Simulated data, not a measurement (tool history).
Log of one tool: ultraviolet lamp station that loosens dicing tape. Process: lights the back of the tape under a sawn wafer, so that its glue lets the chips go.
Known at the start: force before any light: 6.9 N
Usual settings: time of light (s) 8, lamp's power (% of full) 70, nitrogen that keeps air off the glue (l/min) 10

| run | hour | time of light (s) | lamp's power (% of full) | nitrogen that keeps air off the glue (l/min) | force that peels the tape off (N) | light that reached the tape (J/m2) |
|---|---|---|---|---|---|---|
| 1 | 0 | 8 | 70 | 10 | 0.799 | 1540 |
| 2 | 26.2 | 8 | 70 | 10 | 0.784 | 1500 |
| 3 | 40.7 | 8 | 70 | 10 | 0.799 | 1480 |
| 4 | 57.3 | 8 | 70 | 10 | 0.808 | 1530 |
| 5 | 82.2 | 8 | 70 | 5 | 1.123 | 1480 |
|  | 93.4 | window cleaned of glue's vapour |
| 6 | 103.7 | 8 | 70 | 10 | 0.614 | 1700 |
| 7 | 125 | 5 | 70 | 10 | 1.426 | 1090 |
| 8 | 137.3 | 13 | 68 | 17 | 0.214 | 2750 |
| 9 | 161.6 | 13 | 68 | 17 | 0.2 | 2730 |
| 10 | 175.7 | 9 | 67 | 19 | 0.407 | 1840 |
| 11 | 197.7 | 9 | 67 | 19 | 0.413 | 1840 |
| 12 | 210.5 | 9 | 67 | 8 | 0.606 | 1850 |
| 13 | 221.9 | 8 | 84 | 10 | 0.429 | 2020 |
| 14 | 244.1 | 8 | 95 | 10 | 0.345 | 2350 |

4 ways to go on from here, each from the tool as it stands after run 14. What would each give?
| A | 270.1 | 8 | 80 | 3 | ? | ? |
| B | 270.1 | 8 | 75 | 10 | ? | ? |
| C | 270.1 | 9 | 70 | 10 | ? | ? |
| D | 270.1 | 15 | 81 | 5 | ? | ? |

| run | force that peels the tape off (N) | light that reached the tape (J/m2) |
|---|---|---|
| A | 0.915 | 1890 |
| B | 0.544 | 1840 |
| C | 0.494 | 1900 |
| D | 0.213 | 3680 |
Without the tool's hidden state the same runs would have given:
| run | force that peels the tape off (N) | light that reached the tape (J/m2) |
|---|---|---|
| A | 0.845 | 1970 |
| B | 0.497 | 1920 |
| C | 0.451 | 1990 |
| D | 0.202 | 3840 |
